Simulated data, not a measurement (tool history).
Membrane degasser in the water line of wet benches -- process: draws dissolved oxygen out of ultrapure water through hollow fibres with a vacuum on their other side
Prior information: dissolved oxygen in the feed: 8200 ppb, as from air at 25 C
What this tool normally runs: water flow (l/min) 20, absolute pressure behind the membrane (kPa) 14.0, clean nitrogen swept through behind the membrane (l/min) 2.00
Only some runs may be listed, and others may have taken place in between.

run,hour,water flow (l/min),absolute pressure behind the membrane (kPa),clean nitrogen swept through behind the membrane (l/min),dissolved oxygen in the water behind the degasser (ppb),pressure that the water loses in the fibres (kPa)
1,0.0,20,14.0,2.00,360.7,67.92
2,88.3,20,14.0,2.00,351.7,67.76
3,200.4,20,14.0,2.00,357.5,68.40
4,288.6,20,12.2,2.00,317.8,68.26
5,426.0,20,12.2,2.00,320.5,68.04
6,494.1,20,12.2,2.00,312.5,67.93
7,593.9,20,14.0,2.00,355.5,67.61
8,707.7,27,14.0,2.00,591.7,90.83
9,796.8,20,14.0,2.00,357.9,67.66
10,861.7,19,14.0,2.00,321.7,63.98
11,918.8,20,14.0,2.00,354.1,67.39
# hour 995.7: seals of the vacuum lines changed
12,1040.7,20,14.0,1.64,404.6,67.32
13,1122.3,16,14.0,2.00,250.3,53.75
14,1241.6,16,14.0,2.00,252.2,54.22
15,1312.3,16,14.0,2.00,249.6,53.95
16,1409.7,16,14.0,2.00,249.4,53.64
17,1516.2,20,14.0,1.01,557.5,66.43
18,1654.6,18,10.6,3.75,160.2,60.40
19,1728.1,29,28.3,1.01,1573.5,96.95
20,1791.8,30,28.3,1.01,1626.0,100.25

The next listed run, before its measurement:
21,1856.6,30,28.3,1.01,?,?

{"run 21": {"dissolved oxygen in the water behind the degasser (ppb)": 1617.7, "pressure that the water loses in the fibres (kPa)": 100.25}}
With no hidden state in the tool, this same run would have given dissolved oxygen in the water behind the degasser (ppb) 1617.4, pressure that the water loses in the fibres (kPa) 102.31.
